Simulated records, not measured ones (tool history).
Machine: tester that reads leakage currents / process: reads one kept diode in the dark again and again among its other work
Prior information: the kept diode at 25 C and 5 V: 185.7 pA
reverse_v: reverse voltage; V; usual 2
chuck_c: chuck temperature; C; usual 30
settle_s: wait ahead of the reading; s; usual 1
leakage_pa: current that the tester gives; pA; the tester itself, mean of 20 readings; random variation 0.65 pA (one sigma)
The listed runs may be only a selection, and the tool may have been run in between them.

{"run": 1, "hour": 0.0, "reverse_v": 2, "chuck_c": 30, "settle_s": 1, "leakage_pa": 220.38}
{"run": 2, "hour": 87.2, "reverse_v": 5.79, "chuck_c": 30, "settle_s": 1, "leakage_pa": 312.59}
{"run": 3, "hour": 159.4, "reverse_v": 12.73, "chuck_c": 30, "settle_s": 1, "leakage_pa": 409.41}
{"run": 4, "hour": 234.1, "reverse_v": 12.73, "chuck_c": 30, "settle_s": 1, "leakage_pa": 405.99}
{"run": 5, "hour": 281.2, "reverse_v": 12.73, "chuck_c": 30, "settle_s": 1, "leakage_pa": 410.11}
{"run": 6, "hour": 382.8, "reverse_v": 12.73, "chuck_c": 30, "settle_s": 1, "leakage_pa": 412.15}
{"run": 7, "hour": 449.8, "reverse_v": 12.73, "chuck_c": 30, "settle_s": 1, "leakage_pa": 412.91}
{"run": 8, "hour": 504.3, "reverse_v": 12.73, "chuck_c": 30, "settle_s": 1, "leakage_pa": 413.88}
{"run": 9, "hour": 553.1, "reverse_v": 12.73, "chuck_c": 30, "settle_s": 1, "leakage_pa": 411.69}
{"run": 10, "hour": 607.8, "reverse_v": 2.26, "chuck_c": 30, "settle_s": 1, "leakage_pa": 233.96}
{"run": 11, "hour": 689.1, "reverse_v": 2.26, "chuck_c": 30, "settle_s": 1, "leakage_pa": 235.51}
{"run": 12, "hour": 798.8, "reverse_v": 2.26, "chuck_c": 30, "settle_s": 1, "leakage_pa": 234.78}
{"run": 13, "hour": 891.6, "reverse_v": 2, "chuck_c": 30, "settle_s": 1, "leakage_pa": 225.65}
{"run": 14, "hour": 1003.6, "reverse_v": 2, "chuck_c": 30, "settle_s": 1, "leakage_pa": 225.77}
{"run": 15, "hour": 1069.0, "reverse_v": 2, "chuck_c": 30, "settle_s": 1, "leakage_pa": 227.83}
{"run": 16, "hour": 1141.0, "reverse_v": 1.44, "chuck_c": 30, "settle_s": 1, "leakage_pa": 204.04}
{"run": 17, "hour": 1188.6, "reverse_v": 2, "chuck_c": 30, "settle_s": 1, "leakage_pa": 229.14}
{"run": 18, "hour": 1266.2, "reverse_v": 2, "chuck_c": 30, "settle_s": 1.34, "leakage_pa": 229.36}
{"run": 19, "hour": 1369.2, "reverse_v": 2, "chuck_c": 30, "settle_s": 1.34, "leakage_pa": 228.55}
{"run": 20, "hour": 1468.1, "reverse_v": 2, "chuck_c": 30, "settle_s": 1.34, "leakage_pa": 230.38}
{"run": 21, "hour": 1570.8, "reverse_v": 6.01, "chuck_c": 52, "settle_s": 2.43, "leakage_pa": 1893.17}
{"run": 22, "hour": 1667.9, "reverse_v": 6.88, "chuck_c": 52, "settle_s": 8.71, "leakage_pa": 1974.9}
{"run": 23, "hour": 1737.5, "reverse_v": 1.73, "chuck_c": 24, "settle_s": 5.06, "leakage_pa": 131.9}
{"run": 24, "hour": 1838.8, "reverse_v": 1.73, "chuck_c": 24, "settle_s": 5.06, "leakage_pa": 132.13}
{"run": 25, "hour": 1908.2, "reverse_v": 1.73, "chuck_c": 24, "settle_s": 5.06, "leakage_pa": 132.16}
{"run": 26, "hour": 1992.0, "reverse_v": 1.73, "chuck_c": 24, "settle_s": 5.06, "leakage_pa": 132.29}
{"run": 27, "hour": 2085.7, "reverse_v": 2.57, "chuck_c": 35, "settle_s": 0.99, "leakage_pa": 383.64}
{"run": 28, "hour": 2178.2, "reverse_v": 2.57, "chuck_c": 35, "settle_s": 0.99, "leakage_pa": 384.56}
{"run": 29, "hour": 2246.8, "reverse_v": 2, "chuck_c": 21, "settle_s": 3.55, "leakage_pa": 107.54}
{"run": 30, "hour": 2346.4, "reverse_v": 2, "chuck_c": 21, "settle_s": 3.55, "leakage_pa": 108.16}
{"run": 31, "hour": 2419.0, "reverse_v": 2, "chuck_c": 21, "settle_s": 3.55, "leakage_pa": 108.44}
{"run": 32, "hour": 2502.3, "reverse_v": 9.25, "chuck_c": 44, "settle_s": 2.16, "leakage_pa": 1218.3}
{"run": 33, "hour": 2593.9, "reverse_v": 9.25, "chuck_c": 44, "settle_s": 2.16, "leakage_pa": 1214.13}
{"run": 34, "hour": 2672.4, "reverse_v": 2, "chuck_c": 29, "settle_s": 0.77, "leakage_pa": 219.27}
{"run": 35, "hour": 2738.5, "reverse_v": 8.67, "chuck_c": 33, "settle_s": 9.25, "leakage_pa": 498.79}
{"run": 36, "hour": 2845.8, "reverse_v": 5.12, "chuck_c": 30, "settle_s": 3.5, "leakage_pa": 325.62}
{"run": 37, "hour": 2921.6, "reverse_v": 5.12, "chuck_c": 30, "settle_s": 3.5, "leakage_pa": 327.24}
{"hour": 2944.2, "done": "tester calibrated"}
{"hour": 2965.3, "done": "probe card cleaned and baked"}
{"run": 38, "hour": 3034.4, "reverse_v": 1.82, "chuck_c": 30, "settle_s": 0.43, "leakage_pa": 225.43}
{"run": 39, "hour": 3103.7, "reverse_v": 10.6, "chuck_c": 38, "settle_s": 0.59, "leakage_pa": 779.55}

What if the next run were any one of these 5? Each begins from the tool's condition after run 39:
{"run": "A", "hour": 3183.9, "reverse_v": 10.6, "chuck_c": 38, "settle_s": 0.83, "leakage_pa": "?"}
{"run": "B", "hour": 3183.9, "reverse_v": 1.31, "chuck_c": 42, "settle_s": 1.85, "leakage_pa": "?"}
{"run": "C", "hour": 3183.9, "reverse_v": 4.21, "chuck_c": 36, "settle_s": 1.29, "leakage_pa": "?"}
{"run": "D", "hour": 3183.9, "reverse_v": 10.6, "chuck_c": 38, "settle_s": 0.8, "leakage_pa": "?"}
{"run": "E", "hour": 3183.9, "reverse_v": 3.28, "chuck_c": 38, "settle_s": 0.57, "leakage_pa": "?"}

run=A leakage_pa=777.33
run=B leakage_pa=542.08
run=C leakage_pa=486.51
run=D leakage_pa=772.32
run=E leakage_pa=529.63
Take away the tool's hidden state, keep each run's random variation, and the runs would have read:
run=A leakage_pa=720.03
run=B leakage_pa=503.43
run=C leakage_pa=450.34
run=D leakage_pa=715.39
run=E leakage_pa=490.87

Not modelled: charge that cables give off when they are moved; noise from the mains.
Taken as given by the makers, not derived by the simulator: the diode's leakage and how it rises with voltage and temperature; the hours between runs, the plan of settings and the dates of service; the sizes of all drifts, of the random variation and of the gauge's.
